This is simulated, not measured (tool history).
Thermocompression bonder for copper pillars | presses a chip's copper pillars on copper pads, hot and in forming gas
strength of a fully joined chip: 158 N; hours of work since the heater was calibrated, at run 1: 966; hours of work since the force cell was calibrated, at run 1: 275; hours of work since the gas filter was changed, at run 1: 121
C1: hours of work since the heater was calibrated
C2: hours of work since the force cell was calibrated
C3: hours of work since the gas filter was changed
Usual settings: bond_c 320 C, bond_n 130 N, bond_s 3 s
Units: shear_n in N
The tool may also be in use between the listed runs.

{"run": 1, "hour": 0.0, "bond_c": 320, "bond_n": 130, "bond_s": 3, "C1": 966, "C2": 275, "C3": 121, "shear_n": 90.8}
{"run": 2, "hour": 5.3, "bond_c": 320, "bond_n": 130, "bond_s": 3, "C1": 969, "C2": 278, "C3": 124, "shear_n": 90.3}
{"run": 3, "hour": 14.5, "bond_c": 320, "bond_n": 130, "bond_s": 3, "C1": 974, "C2": 283, "C3": 129, "shear_n": 90.3}
{"run": 4, "hour": 26.4, "bond_c": 320, "bond_n": 130, "bond_s": 3, "C1": 980, "C2": 290, "C3": 136, "shear_n": 90.8}
{"run": 5, "hour": 34.2, "bond_c": 320, "bond_n": 135, "bond_s": 3, "C1": 984, "C2": 294, "C3": 140, "shear_n": 92.5}
{"run": 6, "hour": 39.8, "bond_c": 320, "bond_n": 135, "bond_s": 3, "C1": 987, "C2": 297, "C3": 143, "shear_n": 92.7}
{"run": 7, "hour": 50.6, "bond_c": 320, "bond_n": 130, "bond_s": 3, "C1": 993, "C2": 303, "C3": 149, "shear_n": 90.4}
{"run": 8, "hour": 57.7, "bond_c": 320, "bond_n": 130, "bond_s": 3, "C1": 997, "C2": 307, "C3": 153, "shear_n": 89.8}
{"run": 9, "hour": 67.3, "bond_c": 320, "bond_n": 130, "bond_s": 3, "C1": 1002, "C2": 312, "C3": 158, "shear_n": 88.8}
{"run": 10, "hour": 76.2, "bond_c": 320, "bond_n": 130, "bond_s": 3, "C1": 1007, "C2": 317, "C3": 163, "shear_n": 87.4}
{"run": 11, "hour": 86.6, "bond_c": 320, "bond_n": 130, "bond_s": 3, "C1": 1013, "C2": 322, "C3": 168, "shear_n": 90.4}
{"run": 12, "hour": 95.4, "bond_c": 320, "bond_n": 147, "bond_s": 3, "C1": 1018, "C2": 327, "C3": 173, "shear_n": 100.7}
{"run": 13, "hour": 102.0, "bond_c": 320, "bond_n": 147, "bond_s": 3, "C1": 1021, "C2": 331, "C3": 177, "shear_n": 99.2}
{"run": 14, "hour": 113.8, "bond_c": 320, "bond_n": 130, "bond_s": 3, "C1": 1027, "C2": 337, "C3": 183, "shear_n": 91.7}
{"run": 15, "hour": 122.6, "bond_c": 345, "bond_n": 130, "bond_s": 3, "C1": 1032, "C2": 342, "C3": 188, "shear_n": 107}
{"run": 16, "hour": 134.1, "bond_c": 320, "bond_n": 130, "bond_s": 5, "C1": 1039, "C2": 348, "C3": 194, "shear_n": 103}
{"run": 17, "hour": 145.5, "bond_c": 320, "bond_n": 130, "bond_s": 5, "C1": 1045, "C2": 354, "C3": 200, "shear_n": 104.7}
{"run": 18, "hour": 151.7, "bond_c": 329, "bond_n": 185, "bond_s": 3, "C1": 1048, "C2": 358, "C3": 204, "shear_n": 122.2}
{"hour": 153.1, "done": "forming gas filter changed"}
{"run": 19, "hour": 162.3, "bond_c": 329, "bond_n": 185, "bond_s": 3, "C1": 1054, "C2": 363, "C3": 5, "shear_n": 128.7}
{"hour": 164.9, "done": "heater calibrated with a thermocouple chip"}
{"run": 20, "hour": 174.0, "bond_c": 329, "bond_n": 185, "bond_s": 3, "C1": 5, "C2": 368, "C3": 10, "shear_n": 126}
{"run": 21, "hour": 186.9, "bond_c": 329, "bond_n": 185, "bond_s": 3, "C1": 12, "C2": 375, "C3": 17, "shear_n": 125.6}
{"run": 22, "hour": 197.7, "bond_c": 329, "bond_n": 185, "bond_s": 3, "C1": 18, "C2": 381, "C3": 23, "shear_n": 126.4}
{"run": 23, "hour": 207.3, "bond_c": 329, "bond_n": 185, "bond_s": 3, "C1": 23, "C2": 387, "C3": 28, "shear_n": 123.3}
{"run": 24, "hour": 214.7, "bond_c": 347, "bond_n": 130, "bond_s": 8, "C1": 27, "C2": 391, "C3": 32, "shear_n": 132.6}
{"run": 25, "hour": 226.3, "bond_c": 318, "bond_n": 143, "bond_s": 5, "C1": 33, "C2": 397, "C3": 39, "shear_n": 110}
{"run": 26, "hour": 231.8, "bond_c": 323, "bond_n": 106, "bond_s": 8, "C1": 36, "C2": 400, "C3": 42, "shear_n": 103.6}
{"hour": 236.6, "done": "heater calibrated with a thermocouple chip, once more"}
{"run": 27, "hour": 246.7, "bond_c": 320, "bond_n": 165, "bond_s": 2, "C1": 5, "C2": 407, "C3": 49, "shear_n": 107.4}
{"run": 28, "hour": 254.4, "bond_c": 312, "bond_n": 155, "bond_s": 2, "C1": 10, "C2": 411, "C3": 53, "shear_n": 95.1}
{"run": 29, "hour": 267.0, "bond_c": 312, "bond_n": 155, "bond_s": 2, "C1": 17, "C2": 418, "C3": 60, "shear_n": 95.3}
{"run": 30, "hour": 279.6, "bond_c": 312, "bond_n": 155, "bond_s": 2, "C1": 23, "C2": 425, "C3": 67, "shear_n": 93.9}
{"run": 31, "hour": 287.5, "bond_c": 332, "bond_n": 82, "bond_s": 4, "C1": 28, "C2": 429, "C3": 71, "shear_n": 76.4}
{"run": 32, "hour": 298.3, "bond_c": 296, "bond_n": 180, "bond_s": 4, "C1": 34, "C2": 435, "C3": 77, "shear_n": 113}
{"run": 33, "hour": 303.7, "bond_c": 296, "bond_n": 180, "bond_s": 4, "C1": 37, "C2": 438, "C3": 80, "shear_n": 114}

Forecast each of these 3 alternatives for the next run:
{"run": "A", "hour": 311.9, "bond_c": 325, "bond_n": 107, "bond_s": 3, "C1": 41, "C2": 442, "C3": 84, "shear_n": "?"}
{"run": "B", "hour": 311.9, "bond_c": 346, "bond_n": 104, "bond_s": 2, "C1": 41, "C2": 442, "C3": 84, "shear_n": "?"}
{"run": "C", "hour": 311.9, "bond_c": 345, "bond_n": 148, "bond_s": 4, "C1": 41, "C2": 442, "C3": 84, "shear_n": "?"}

run=A shear_n=84.9
run=B shear_n=87.1
run=C shear_n=133
Without the tool's hidden state the same runs would have given:
run=A shear_n=84.4
run=B shear_n=86.7
run=C shear_n=133.5
